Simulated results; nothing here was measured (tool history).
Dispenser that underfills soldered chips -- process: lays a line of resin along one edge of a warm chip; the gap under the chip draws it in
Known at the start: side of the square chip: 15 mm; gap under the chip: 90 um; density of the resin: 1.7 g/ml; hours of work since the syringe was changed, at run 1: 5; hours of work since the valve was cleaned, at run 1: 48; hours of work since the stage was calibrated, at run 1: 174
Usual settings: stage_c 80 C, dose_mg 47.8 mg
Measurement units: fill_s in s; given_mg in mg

run	day	stage_c	dose_mg	hours of work since the syringe was changed	hours of work since the valve was cleaned	hours of work since the stage was calibrated	fill_s	given_mg
1	0.000	80	47.8	5	48	174	129.4	46.36
2	0.250	80	47.8	9	51	178	159.5	46.21
# day 0.292: new syringe of resin
3	0.412	80	47.8	2	54	180	109.4	46.10
4	0.683	80	51.2	6	58	184	130.6	49.28
5	0.846	80	47.8	8	60	186	151.5	45.66
# day 0.942: new syringe of resin
6	0.988	80	47.8	1	62	188	104.1	46.15
7	1.179	80	58.4	3	65	191	118.4	55.66
8	1.367	80	58.4	6	68	194	134.0	55.85
# day 1.596: new syringe of resin
9	1.608	80	59.2	0	71	197	102.7	56.47
10	1.908	80	47.8	5	75	202	130.6	44.97
11	2.192	80	47.8	9	80	206	161.1	45.76
# day 2.250: new syringe of resin
# day 2.446: dispensing valve cleaned and set on the balance
12	2.446	80	47.8	2	0	209	115.5	47.96
13	2.721	80	47.8	6	4	213	141.7	47.46
# day 2.950: new syringe of resin
14	2.962	86	47.8	0	7	216	73.3	47.83
15	3.117	86	47.8	2	10	218	86.8	47.51
16	3.379	80	61.6	6	14	222	134.8	61.56
# day 3.600: new syringe of resin
17	3.608	80	50.1	0	17	226	102.5	49.77
18	3.779	80	45.5	3	19	228	116.3	45.07
19	4.004	85	51.1	6	23	231	107.5	50.83
20	4.221	85	51.1	9	26	235	124.1	50.28
# day 4.258: new syringe of resin
21	4.417	76	60.2	2	29	237	134.6	59.01
22	4.621	85	52.3	5	32	240	101.3	51.08
# day 4.917: new syringe of resin
23	4.921	85	52.3	0	36	245	78.2	51.09
24	5.112	72	56.8	3	39	247	176.9	55.40
25	5.350	72	56.8	6	42	251	209.8	55.58
# day 5.562: new syringe of resin
26	5.646	72	60.6	1	46	255	163.7	58.96
27	5.900	72	45.1	5	50	259	204.4	43.56
28	6.104	84	59.5	8	53	262	123.2	57.78
# day 6.229: new syringe of resin
29	6.300	84	59.5	1	56	265	85.0	57.85
30	6.592	84	59.5	5	60	269	106.5	57.51
31	6.754	88	40.9	8	63	271	110.7	39.59
# day 6.879: new syringe of resin
32	7.038	80	45.7	2	67	275	120.6	44.07
33	7.225	79	47.8	5	69	278	142.1	45.68
34	7.433	79	47.8	8	73	281	164.5	45.92
# day 7.538: new syringe of resin
35	7.721	69	59.9	3	77	285	200.9	57.49

Predict each of these 4 candidate next runs independently; none follows another, all start after run 35:
A	7.879	77	56.1	5	79	288	?	?
B	7.879	93	45.1	5	79	288	?	?
C	7.879	77	46.5	5	79	288	?	?
D	7.879	69	53.5	5	79	288	?	?

run	fill_s	given_mg
A	150.6	53.36
B	71.0	42.84
C	153.9	44.31
D	228.4	51.09
Without the tool's unlogged condition, the same runs would have read:
run	fill_s	given_mg
A	110.3	56.00
B	51.8	44.97
C	111.9	46.51
D	166.6	53.62

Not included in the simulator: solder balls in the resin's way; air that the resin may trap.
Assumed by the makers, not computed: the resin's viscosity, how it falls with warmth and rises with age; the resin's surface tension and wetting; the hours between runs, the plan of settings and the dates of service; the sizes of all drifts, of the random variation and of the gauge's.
